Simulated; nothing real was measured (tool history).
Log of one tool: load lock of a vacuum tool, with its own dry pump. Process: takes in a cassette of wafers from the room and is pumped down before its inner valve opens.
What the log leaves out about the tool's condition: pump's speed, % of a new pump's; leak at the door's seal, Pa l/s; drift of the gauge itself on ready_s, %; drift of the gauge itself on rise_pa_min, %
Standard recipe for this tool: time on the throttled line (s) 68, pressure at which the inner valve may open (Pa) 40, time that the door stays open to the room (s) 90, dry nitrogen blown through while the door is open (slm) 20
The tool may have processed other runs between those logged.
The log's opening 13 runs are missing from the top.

run	hour	time on the throttled line (s)	pressure at which the inner valve may open (Pa)	time that the door stays open to the room (s)	dry nitrogen blown through while the door is open (slm)	hours that the pump has run since its overhaul	times that the door has closed on its seal	incoming humidity of the room's air, %	time from the closed door until the inner valve may open (s)	rise of the pressure with all valves shut (Pa/min)
14	1084.9	68	40	90	20	3697	10096	50.1	96.8	0.043
15	1181.9	68	40	90	20	3794	10420	46.2	97.5	0.038
16	1261.9	68	40	90	20	3874	10687	44.4	96.7	0.035
17	1384.1	68	40	90	20	3996	11096	43.9	97.4	0.037
18	1454.9	68	40	90	20	4067	11332	46.6	98.6	0.037
19	1583.3	35	60	90	11	4195	11762	42.1	67.8	0.045
20	1705.0	40	71	57	20	4317	12169	44.2	70.9	0.034
21	1811.1	40	71	48	20	4423	12523	42.9	70.9	0.028
22	1934.1	116	29	34	12	4546	12934	47.0	140.7	0.032
23	2036.1	35	33	69	15	4648	13275	43.8	71.6	0.044
24	2140.8	60	40	90	8	4753	13625	43.7	90.8	0.053
25	2268.2	132	40	90	11	4880	14051	49.5	152.0	0.054
26	2371.4	69	40	73	34	4983	14396	44.3	99.1	0.032
27	2493.3	69	40	73	34	5105	14804	44.5	100.3	0.040
28	2567.2	69	40	73	34	5179	15051	47.1	100.0	0.039
29	2668.8	83	40	59	34	5281	15390	46.7	111.0	0.033
30	2739.3	83	34	223	18	5351	15626	43.7	112.0	0.066
31	2845.7	112	40	139	8	5458	15982	44.0	134.9	0.065
32	2971.0	46	40	90	12	5583	16401	41.5	79.9	0.054
33	3053.0	63	72	51	10	5665	16675	50.5	90.0	0.047
34	3110.9	63	69	51	18	5723	16868	45.7	90.9	0.040
35	3232.3	68	54	90	20	5844	17274	45.2	96.0	0.047

5 ways to go on from here, each from the tool as it stands after run 35. What would each give?
A	3349.8	68	66	44	5	5962	17667	47.8	?	?
B	3349.8	68	41	90	20	5962	17667	46.0	?	?
C	3349.8	46	54	90	9	5962	17667	44.6	?	?
D	3349.8	68	80	90	20	5962	17667	46.8	?	?
E	3349.8	68	54	25	20	5962	17667	48.1	?	?

run	time from the closed door until the inner valve may open (s)	rise of the pressure with all valves shut (Pa/min)
A	95.9	0.049
B	98.1	0.053
C	78.9	0.050
D	94.9	0.052
E	97.0	0.038
Had the tool no hidden state, the same runs would have come out as:
run	time from the closed door until the inner valve may open (s)	rise of the pressure with all valves shut (Pa/min)
A	94.1	0.026
B	96.1	0.030
C	76.8	0.026
D	93.1	0.028
E	95.1	0.014

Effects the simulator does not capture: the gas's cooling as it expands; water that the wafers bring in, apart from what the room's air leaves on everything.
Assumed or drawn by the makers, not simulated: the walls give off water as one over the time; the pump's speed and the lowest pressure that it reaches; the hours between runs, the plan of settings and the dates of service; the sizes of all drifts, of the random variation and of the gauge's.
